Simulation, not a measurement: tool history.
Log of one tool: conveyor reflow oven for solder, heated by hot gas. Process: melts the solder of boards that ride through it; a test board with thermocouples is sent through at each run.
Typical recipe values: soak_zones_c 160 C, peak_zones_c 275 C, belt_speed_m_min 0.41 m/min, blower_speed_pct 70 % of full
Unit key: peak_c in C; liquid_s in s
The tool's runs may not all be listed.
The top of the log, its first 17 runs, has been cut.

run,hour,soak_zones_c,peak_zones_c,belt_speed_m_min,blower_speed_pct,peak_c,liquid_s
18,163.9,171,264,0.436,53,244.5,71.3
# hour 169: belt drive overhauled, speed set with a stopwatch
19,176.4,165,266,0.487,70,246.4,63.8
20,185.2,160,275,0.467,60,251.8,69.7
21,196.6,160,275,0.364,54,258.8,100.9
22,210.1,160,280,0.41,70,263.8,93.7
# hour 217.6: belt drive overhauled, speed set with a stopwatch, once more
23,220.9,171,285,0.35,58,271.7,121.7
24,233.9,160,275,0.401,70,259.6,91.9
25,242.1,160,275,0.46,70,255,74.5
26,248.5,160,273,0.41,62,254.9,84.2
# hour 257: flux residue cleaned out of gas plates and filters
27,260.8,160,275,0.459,87,260.6,80.9
28,268.1,160,275,0.459,87,260.6,80.9
29,282,173,275,0.443,87,262.9,91.4
30,293.1,149,263,0.443,87,249,70
31,300.9,157,263,0.443,87,250,74.1

Alternative continuations, all from the tool just after run 31; predict every row:
A,310.6,154,267,0.441,70,?,?
B,310.6,172,263,0.443,87,?,?
C,310.6,160,285,0.41,76,?,?

run,peak_c,liquid_s
A,249.5,70.8
B,251.7,82.2
C,270.7,98.7
Had the tool no hidden state, the same runs would have come out as:
run,peak_c,liquid_s
A,251,72.6
B,253.2,83.7
C,272.3,99.9
